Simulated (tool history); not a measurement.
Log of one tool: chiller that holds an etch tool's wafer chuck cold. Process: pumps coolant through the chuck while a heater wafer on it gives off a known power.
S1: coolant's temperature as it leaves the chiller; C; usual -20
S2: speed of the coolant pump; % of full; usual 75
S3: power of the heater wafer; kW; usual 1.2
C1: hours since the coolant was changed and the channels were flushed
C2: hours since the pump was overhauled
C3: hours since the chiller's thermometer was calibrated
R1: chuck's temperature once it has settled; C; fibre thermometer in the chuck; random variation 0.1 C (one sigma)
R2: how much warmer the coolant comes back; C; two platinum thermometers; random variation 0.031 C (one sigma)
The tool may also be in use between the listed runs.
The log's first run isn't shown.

run 2 hour=140.9 | S1=-20 S2=75 S3=1.2 | C1=941 C2=4270 C3=485 | R1=-12.2 R2=2.96
run 3 hour=260.7 | S1=-20 S2=75 S3=1.2 | C1=1061 C2=4390 C3=605 | R1=-12.4 R2=2.87
run 4 hour=399.5 | S1=-20 S2=75 S3=1.612 | C1=1200 C2=4528 C3=743 | R1=-9.7 R2=3.94
run 5 hour=504.5 | S1=-20 S2=75 S3=0.922 | C1=1305 C2=4633 C3=848 | R1=-14 R2=2.23
run 6 hour=670.8 | S1=-20 S2=75 S3=0.922 | C1=1471 C2=4800 C3=1015 | R1=-14.1 R2=2.22
run 7 hour=786.7 | S1=-20 S2=75 S3=0.922 | C1=1587 C2=4916 C3=1131 | R1=-14.1 R2=2.22
run 8 hour=894.5 | S1=-10 S2=75 S3=1.2 | C1=1695 C2=5023 C3=1238 | R1=-2.2 R2=2.9
run 9 hour=961.6 | S1=-20 S2=75 S3=0.865 | C1=1762 C2=5091 C3=1306 | R1=-14.5 R2=2.01
run 10 hour=1095.1 | S1=-20 S2=75 S3=0.865 | C1=1895 C2=5224 C3=1439 | R1=-14.4 R2=2.02
run 11 hour=1180.2 | S1=-20 S2=67 S3=1.2 | C1=1980 C2=5309 C3=1524 | R1=-11.7 R2=3.27
run 12 hour=1273.8 | S1=-20 S2=67 S3=1.2 | C1=2074 C2=5403 C3=1618 | R1=-11.8 R2=3.28
run 13 hour=1372.8 | S1=-20 S2=67 S3=1.2 | C1=2173 C2=5502 C3=1717 | R1=-11.8 R2=3.21
run 14 hour=1506.3 | S1=-20 S2=75 S3=1.474 | C1=2307 C2=5635 C3=1850 | R1=-10.5 R2=3.51
run 15 hour=1597.3 | S1=-20 S2=60 S3=1.474 | C1=2398 C2=5726 C3=1941 | R1=-9 R2=4.53
run 16 hour=1737.6 | S1=-20 S2=60 S3=1.474 | C1=2538 C2=5866 C3=2081 | R1=-9 R2=4.54

Forecast run 17:
run 17 hour=1894.1 | S1=-20 S2=60 S3=1.474 | C1=2694 C2=6023 C3=2238 | R1=? R2=?

{"run 17": {"R1": -9.2, "R2": 4.51}}
Without the tool's hidden state the same run would have given R1 -9.2 C, R2 4.59 C.
